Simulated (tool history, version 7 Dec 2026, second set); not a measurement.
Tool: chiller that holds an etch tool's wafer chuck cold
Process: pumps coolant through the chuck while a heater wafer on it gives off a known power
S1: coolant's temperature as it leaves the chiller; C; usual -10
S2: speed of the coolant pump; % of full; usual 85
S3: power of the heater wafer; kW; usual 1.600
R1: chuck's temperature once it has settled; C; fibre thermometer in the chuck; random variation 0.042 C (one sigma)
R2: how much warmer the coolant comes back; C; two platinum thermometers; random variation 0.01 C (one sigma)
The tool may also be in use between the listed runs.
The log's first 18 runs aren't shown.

{"run": 19, "hour": 2467.3, "S1": -10, "S2": 89, "S3": 0.85, "R1": -3.61, "R2": 2.21}
{"run": 20, "hour": 2607.5, "S1": -16, "S2": 62, "S3": 1.555, "R1": -0.5, "R2": 5.94}
{"run": 21, "hour": 2731.8, "S1": -7, "S2": 85, "S3": 1.6, "R1": 5.58, "R2": 4.36}
{"run": 22, "hour": 2881.3, "S1": -19, "S2": 67, "S3": 1.233, "R1": -7.3, "R2": 4.33}
{"run": 23, "hour": 2982.5, "S1": -19, "S2": 67, "S3": 1.233, "R1": -7.45, "R2": 4.34}
{"run": 24, "hour": 3120.8, "S1": -10, "S2": 61, "S3": 1.089, "R1": 1.05, "R2": 4.22}
{"run": 25, "hour": 3261.3, "S1": -20, "S2": 65, "S3": 2.305, "R1": 2.25, "R2": 8.35}
{"run": 26, "hour": 3413.4, "S1": -7, "S2": 85, "S3": 2.035, "R1": 8.98, "R2": 5.55}

Run 27 comes next. What will it give?
{"run": 27, "hour": 3570.4, "S1": -7, "S2": 64, "S3": 1.713, "R1": "?", "R2": "?"}

R1: 9.80 C
R2: 6.31 C
Without the tool's hidden state the same run would have given R1 9.79 C, R2 6.30 C.
